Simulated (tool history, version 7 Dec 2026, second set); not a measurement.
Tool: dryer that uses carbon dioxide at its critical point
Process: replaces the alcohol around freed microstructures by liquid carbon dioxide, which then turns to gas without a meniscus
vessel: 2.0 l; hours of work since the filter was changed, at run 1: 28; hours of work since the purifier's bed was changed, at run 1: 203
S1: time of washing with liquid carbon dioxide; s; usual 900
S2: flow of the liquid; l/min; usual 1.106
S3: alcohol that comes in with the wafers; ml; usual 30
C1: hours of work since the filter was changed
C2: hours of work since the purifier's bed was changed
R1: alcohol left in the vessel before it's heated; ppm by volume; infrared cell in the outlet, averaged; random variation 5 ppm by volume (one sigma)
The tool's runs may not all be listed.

run   hour    S1     S2   S3   C1   C2   R1
  1    0.0   900  1.106   30   28  203   37
  2   14.0   900  0.860   30   35  210   77
  3   25.0   900  0.860   30   40  216   79
  4   34.4  1080  0.860   30   45  221   37
  5   46.5  1080  0.860  101   51  227   76
  6   62.3  1080  1.780  101   59  235   26
  7   78.2  1080  1.780  101   67  243   17
  8   88.0   540  1.106   30   72  248  240
  9   96.6   900  0.790   30   76  252  127
 10  104.2   900  0.790   30   80  256  117
 11  114.5   900  1.106   30   86  261   44
 12  130.4   900  1.106   30   94  269   47
 13  137.5   900  1.580   30   97  272   30
 14  148.8   900  1.106   30  103  278   41
 15  158.4   900  1.106   30  108  283   41
 16  165.5   900  1.106   30  111  287   47
 17  179.1   900  1.106   30  118  293   44
 18  192.0   600  1.106   30  125  300  192
 19  205.2   900  0.830   30  131  307  119
 20  218.5   900  0.830   30  138  313  134
 21  226.0   900  0.830   30  142  317  119
 22  238.0   900  1.106   30  148  323   59
     246.8  -- inlet filter changed
 23  253.8  1020  1.106   30    4  331   31
 24  262.1  1020  1.106   30    8  335   29
 25  275.4   540  1.106   30   14  341  196
 26  286.6   900  0.780   22   20  347   96
 27  300.2   900  1.390   51   27  354   37
 28  309.4   540  1.540   30   32  359   61
 29  324.7   540  1.540   25   39  366   64
 30  334.1   540  1.540   25   44  371   56
 31  346.7  1320  1.820   20   50  377   41
 32  359.8  1320  1.300   76   57  384   31
 33  371.3   900  0.690  107   63  390  625
 34  380.2  1260  1.330   59   67  394   30
 35  391.1  1260  0.740   21   73  400   45
 36  403.6  1260  0.980   39   79  406   40
 37  411.5   540  1.020   40   83  410  417
 38  422.2  1320  1.020   40   88  415   42
 39  429.8  1320  1.020   40   92  419   35
 40  437.7  1320  1.020   40   96  423   38
 41  448.8   900  1.560   30  102  429   37
 42  466.0   780  0.680   30  110  437  414
 43  475.1   780  0.680   30  115  442  421
 44  492.2   780  0.680   30  124  451  417

Hidden state or all else? Some run-to-run changes of R1, split into what the settings, what came in and random variation would give without the hidden state, and what is left for the hidden state (with any gauge scatter that isn't in both results):
The hidden state here: flow that reaches the vessel past the clogged filter, %; alcohol in the recycled carbon dioxide, ppm; drift of the gauge itself on alcohol_ppm, %.
Run 32 -> 33: S1 1320 -> 900, S2 1.300 -> 0.690, S3 76 -> 107. R1 +594 ppm by volume: hidden state +127, all else +467.
Run 33 -> 34: S1 900 -> 1260, S2 0.690 -> 1.330, S3 107 -> 59. R1 -595 ppm by volume: hidden state -126, all else -469.
Run 36 -> 37: S1 1260 -> 540, S2 0.980 -> 1.020, S3 39 -> 40. R1 +377 ppm by volume: hidden state +95, all else +282.
Run 41 -> 42: S1 900 -> 780, S2 1.560 -> 0.680. R1 +377 ppm by volume: hidden state +112, all else +265.
